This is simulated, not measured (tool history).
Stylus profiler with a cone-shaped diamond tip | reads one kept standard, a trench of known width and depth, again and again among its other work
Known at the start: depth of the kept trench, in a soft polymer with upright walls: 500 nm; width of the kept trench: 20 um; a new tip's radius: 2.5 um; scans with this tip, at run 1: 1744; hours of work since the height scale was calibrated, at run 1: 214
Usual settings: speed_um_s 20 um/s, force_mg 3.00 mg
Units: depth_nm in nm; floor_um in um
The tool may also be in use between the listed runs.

run,hour,speed_um_s,force_mg,scans with this tip,hours of work since the height scale was calibrated,depth_nm,floor_um
1,0.0,20,3.00,1744,214,509.66,16.89
2,18.9,20,3.00,1867,229,509.53,16.89
3,30.7,20,3.00,1944,238,509.66,16.83
4,40.0,20,3.00,2004,246,509.34,16.87
5,59.1,20,3.00,2128,261,509.28,16.82
6,79.2,14,3.00,2260,277,509.63,16.89
7,97.3,13,3.00,2377,291,509.66,16.90
8,110.5,20,3.00,2464,302,509.43,16.83
9,130.6,20,3.00,2594,318,509.67,16.89
10,147.6,20,3.00,2705,331,509.32,16.82
11,160.4,22,3.00,2788,342,509.43,16.83
12,177.9,8,1.05,2902,356,504.31,16.83
13,193.6,8,1.05,3005,368,504.42,16.84
14,209.8,8,1.05,3110,381,504.41,16.88
15,224.6,39,6.60,3206,393,516.19,16.84
16,233.7,34,8.60,3266,400,519.28,16.78
17,243.1,60,1.89,3327,408,506.74,16.80
18,255.9,60,1.89,3411,418,506.84,16.69
19,273.5,36,1.88,3525,432,506.60,16.78
20,292.0,36,1.88,3646,447,506.57,16.77

4 ways to go on from here, each from the tool as it stands after run 20. What would each give?
A,304.5,15,5.33,3727,457,?,?
B,304.5,36,3.03,3727,457,?,?
C,304.5,6,8.87,3727,457,?,?
D,304.5,32,7.30,3727,457,?,?

run,depth_nm,floor_um
A,513.94,16.76
B,509.38,16.72
C,520.00,16.77
D,517.15,16.81
Without the tool's hidden state the same runs would have given:
run,depth_nm,floor_um
A,514.63,16.93
B,510.07,16.90
C,520.71,16.95
D,517.85,16.98

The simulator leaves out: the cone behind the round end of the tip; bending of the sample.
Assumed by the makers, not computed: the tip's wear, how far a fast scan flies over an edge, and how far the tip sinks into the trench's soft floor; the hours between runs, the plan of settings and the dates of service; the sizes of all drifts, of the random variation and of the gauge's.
